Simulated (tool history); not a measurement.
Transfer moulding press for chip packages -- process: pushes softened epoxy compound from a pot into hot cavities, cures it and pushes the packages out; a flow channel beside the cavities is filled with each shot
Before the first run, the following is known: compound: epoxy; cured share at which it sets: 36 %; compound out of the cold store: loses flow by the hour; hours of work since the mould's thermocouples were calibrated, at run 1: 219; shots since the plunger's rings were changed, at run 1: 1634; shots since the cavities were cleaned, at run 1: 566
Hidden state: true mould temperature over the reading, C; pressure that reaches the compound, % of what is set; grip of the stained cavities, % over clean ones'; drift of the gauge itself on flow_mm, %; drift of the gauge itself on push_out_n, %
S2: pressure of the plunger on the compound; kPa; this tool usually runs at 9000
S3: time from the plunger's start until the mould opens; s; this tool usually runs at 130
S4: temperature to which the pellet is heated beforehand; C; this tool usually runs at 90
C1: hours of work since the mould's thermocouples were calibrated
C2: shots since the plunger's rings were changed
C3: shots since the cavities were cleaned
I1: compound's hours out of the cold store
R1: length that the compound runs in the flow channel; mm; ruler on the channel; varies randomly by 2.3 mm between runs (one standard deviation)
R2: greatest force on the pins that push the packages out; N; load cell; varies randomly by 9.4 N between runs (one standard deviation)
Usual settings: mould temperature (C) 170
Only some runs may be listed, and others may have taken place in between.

{"run": 1, "hour": 0.0, "mould temperature (C)": 170, "S2": 9000, "S3": 130, "S4": 90, "C1": 219, "C2": 1634, "C3": 566, "I1": 37.6, "R1": 751, "R2": 417}
{"hour": 5.8, "done": "cavities cleaned with cleaning compound and waxed"}
{"hour": 66.1, "done": "cavities cleaned with cleaning compound and waxed"}
{"run": 2, "hour": 92.8, "mould temperature (C)": 170, "S2": 9000, "S3": 130, "S4": 90, "C1": 285, "C2": 2601, "C3": 288, "I1": 23.8, "R1": 800, "R2": 437}
{"hour": 131.7, "done": "cavities cleaned with cleaning compound and waxed"}
{"hour": 140.3, "done": "plunger's sealing rings changed"}
{"hour": 149.4, "done": "mould's thermocouples calibrated"}
{"run": 3, "hour": 153.7, "mould temperature (C)": 170, "S2": 9000, "S3": 130, "S4": 90, "C1": 3, "C2": 124, "C3": 190, "I1": 27.7, "R1": 788, "R2": 426}
{"hour": 198.6, "done": "cavities cleaned with cleaning compound and waxed"}
{"run": 4, "hour": 253.1, "mould temperature (C)": 170, "S2": 9000, "S3": 130, "S4": 90, "C1": 75, "C2": 1178, "C3": 587, "I1": 29.7, "R1": 779, "R2": 431}
{"hour": 263.3, "done": "cavities cleaned with cleaning compound and waxed"}
{"hour": 329.6, "done": "cavities cleaned with cleaning compound and waxed"}
{"run": 5, "hour": 339.9, "mould temperature (C)": 170, "S2": 9000, "S3": 130, "S4": 90, "C1": 136, "C2": 2081, "C3": 112, "I1": 44.1, "R1": 724, "R2": 393}
{"hour": 391.2, "done": "cavities cleaned with cleaning compound and waxed"}
{"run": 6, "hour": 391.2, "mould temperature (C)": 175, "S2": 9000, "S3": 130, "S4": 90, "C1": 173, "C2": 2617, "C3": 0, "I1": 8.2, "R1": 846, "R2": 397}
{"hour": 434.7, "done": "plunger's sealing rings changed"}
{"hour": 456.8, "done": "cavities cleaned with cleaning compound and waxed"}
{"run": 7, "hour": 469.6, "mould temperature (C)": 175, "S2": 9000, "S3": 130, "S4": 90, "C1": 227, "C2": 361, "C3": 138, "I1": 29.8, "R1": 760, "R2": 398}
{"hour": 522.7, "done": "cavities cleaned with cleaning compound and waxed"}
{"run": 8, "hour": 526.8, "mould temperature (C)": 175, "S2": 9000, "S3": 130, "S4": 90, "C1": 268, "C2": 961, "C3": 45, "I1": 38.6, "R1": 732, "R2": 405}
{"hour": 583.3, "done": "cavities cleaned with cleaning compound and waxed"}
{"run": 9, "hour": 597.2, "mould temperature (C)": 175, "S2": 9000, "S3": 130, "S4": 90, "C1": 318, "C2": 1702, "C3": 149, "I1": 19.8, "R1": 799, "R2": 384}
{"hour": 608.5, "done": "mould's thermocouples calibrated"}
{"hour": 643.5, "done": "cavities cleaned with cleaning compound and waxed"}
{"run": 10, "hour": 653.1, "mould temperature (C)": 175, "S2": 9000, "S3": 130, "S4": 90, "C1": 32, "C2": 2267, "C3": 103, "I1": 16.6, "R1": 810, "R2": 388}
{"hour": 702.3, "done": "cavities cleaned with cleaning compound and waxed"}
{"hour": 733.7, "done": "plunger's sealing rings changed"}
{"run": 11, "hour": 742.1, "mould temperature (C)": 170, "S2": 9000, "S3": 134, "S4": 90, "C1": 94, "C2": 90, "C3": 402, "I1": 17.8, "R1": 827, "R2": 429}
{"hour": 765.8, "done": "cavities cleaned with cleaning compound and waxed"}
{"run": 12, "hour": 791.7, "mould temperature (C)": 170, "S2": 9000, "S3": 134, "S4": 90, "C1": 129, "C2": 608, "C3": 279, "I1": 47.1, "R1": 712, "R2": 408}
{"hour": 829.0, "done": "cavities cleaned with cleaning compound and waxed"}
{"run": 13, "hour": 852.2, "mould temperature (C)": 170, "S2": 9000, "S3": 134, "S4": 90, "C1": 172, "C2": 1244, "C3": 250, "I1": 35.4, "R1": 753, "R2": 425}
{"hour": 893.5, "done": "cavities cleaned with cleaning compound and waxed"}
{"run": 14, "hour": 910.3, "mould temperature (C)": 170, "S2": 9000, "S3": 115, "S4": 90, "C1": 214, "C2": 1853, "C3": 181, "I1": 46.2, "R1": 717, "R2": 442}
{"hour": 954.8, "done": "cavities cleaned with cleaning compound and waxed"}
{"run": 15, "hour": 968.0, "mould temperature (C)": 170, "S2": 9000, "S3": 115, "S4": 90, "C1": 255, "C2": 2459, "C3": 142, "I1": 22.1, "R1": 808, "R2": 479}
{"hour": 1016.0, "done": "cavities cleaned with cleaning compound and waxed"}
{"hour": 1030.3, "done": "plunger's sealing rings changed"}
{"hour": 1065.3, "done": "mould's thermocouples calibrated"}
{"run": 16, "hour": 1072.3, "mould temperature (C)": 170, "S2": 9000, "S3": 140, "S4": 90, "C1": 5, "C2": 430, "C3": 558, "I1": 11.4, "R1": 853, "R2": 417}
{"hour": 1080.8, "done": "cavities cleaned with cleaning compound and waxed"}
{"hour": 1140.7, "done": "cavities cleaned with cleaning compound and waxed"}
{"run": 17, "hour": 1152.4, "mould temperature (C)": 173, "S2": 9000, "S3": 159, "S4": 90, "C1": 62, "C2": 1260, "C3": 125, "I1": 11.2, "R1": 846, "R2": 386}
{"hour": 1201.8, "done": "cavities cleaned with cleaning compound and waxed"}
{"run": 18, "hour": 1211.6, "mould temperature (C)": 173, "S2": 9000, "S3": 159, "S4": 90, "C1": 104, "C2": 1882, "C3": 106, "I1": 30.6, "R1": 765, "R2": 383}
{"hour": 1260.7, "done": "cavities cleaned with cleaning compound and waxed"}
{"run": 19, "hour": 1262.2, "mould temperature (C)": 166, "S2": 10470, "S3": 135, "S4": 92, "C1": 140, "C2": 2411, "C3": 16, "I1": 13.3, "R1": 927, "R2": 483}
{"hour": 1319.4, "done": "cavities cleaned with cleaning compound and waxed"}
{"hour": 1327.9, "done": "plunger's sealing rings changed"}
{"run": 20, "hour": 1335.5, "mould temperature (C)": 175, "S2": 10470, "S3": 129, "S4": 92, "C1": 191, "C2": 81, "C3": 146, "I1": 20.5, "R1": 863, "R2": 391}
{"hour": 1381.5, "done": "cavities cleaned with cleaning compound and waxed"}
{"run": 21, "hour": 1404.6, "mould temperature (C)": 175, "S2": 10470, "S3": 129, "S4": 92, "C1": 240, "C2": 810, "C3": 250, "I1": 37.3, "R1": 792, "R2": 394}
{"hour": 1439.8, "done": "cavities cleaned with cleaning compound and waxed"}
{"run": 22, "hour": 1476.0, "mould temperature (C)": 175, "S2": 10470, "S3": 129, "S4": 92, "C1": 291, "C2": 1562, "C3": 390, "I1": 36.4, "R1": 794, "R2": 377}
{"hour": 1503.3, "done": "cavities cleaned with cleaning compound and waxed"}
{"hour": 1518.4, "done": "mould's thermocouples calibrated"}
{"run": 23, "hour": 1522.5, "mould temperature (C)": 175, "S2": 10370, "S3": 129, "S4": 89, "C1": 3, "C2": 2026, "C3": 185, "I1": 44.5, "R1": 764, "R2": 388}
{"hour": 1566.4, "done": "cavities cleaned with cleaning compound and waxed"}
{"hour": 1623.5, "done": "plunger's sealing rings changed"}
{"run": 24, "hour": 1623.5, "mould temperature (C)": 175, "S2": 10370, "S3": 157, "S4": 82, "C1": 74, "C2": 0, "C3": 587, "I1": 17.6, "R1": 868, "R2": 389}
{"hour": 1633.1, "done": "cavities cleaned with cleaning compound and waxed"}
{"run": 25, "hour": 1686.0, "mould temperature (C)": 175, "S2": 7270, "S3": 117, "S4": 96, "C1": 119, "C2": 658, "C3": 571, "I1": 15.6, "R1": 736, "R2": 416}

Each row is a separate what-if for the run after 25, all from the same tool condition, not one after another. Results?
{"hour": 1694.8, "done": "cavities cleaned with cleaning compound and waxed"}
{"hour": 1759.9, "done": "cavities cleaned with cleaning compound and waxed"}
{"run": "A", "hour": 1769.9, "mould temperature (C)": 167, "S2": 7270, "S3": 117, "S4": 81, "C1": 178, "C2": 1529, "C3": 107, "I1": 15.9, "R1": "?", "R2": "?"}
{"hour": 1694.8, "done": "cavities cleaned with cleaning compound and waxed"}
{"hour": 1759.9, "done": "cavities cleaned with cleaning compound and waxed"}
{"run": "B", "hour": 1769.9, "mould temperature (C)": 170, "S2": 9000, "S3": 130, "S4": 100, "C1": 178, "C2": 1529, "C3": 107, "I1": 37.4, "R1": "?", "R2": "?"}
{"hour": 1694.8, "done": "cavities cleaned with cleaning compound and waxed"}
{"hour": 1759.9, "done": "cavities cleaned with cleaning compound and waxed"}
{"run": "C", "hour": 1769.9, "mould temperature (C)": 170, "S2": 9000, "S3": 130, "S4": 86, "C1": 178, "C2": 1529, "C3": 107, "I1": 13.9, "R1": "?", "R2": "?"}
{"hour": 1694.8, "done": "cavities cleaned with cleaning compound and waxed"}
{"hour": 1759.9, "done": "cavities cleaned with cleaning compound and waxed"}
{"run": "D", "hour": 1769.9, "mould temperature (C)": 170, "S2": 9000, "S3": 130, "S4": 94, "C1": 178, "C2": 1529, "C3": 107, "I1": 31.3, "R1": "?", "R2": "?"}

run=A R1=757 R2=589
run=B R1=747 R2=425
run=C R1=842 R2=432
run=D R1=769 R2=411
With the hidden condition removed and each run's random variation left untouched, the same runs would have given:
run=A R1=758 R2=588
run=B R1=748 R2=424
run=C R1=842 R2=431
run=D R1=769 R2=410
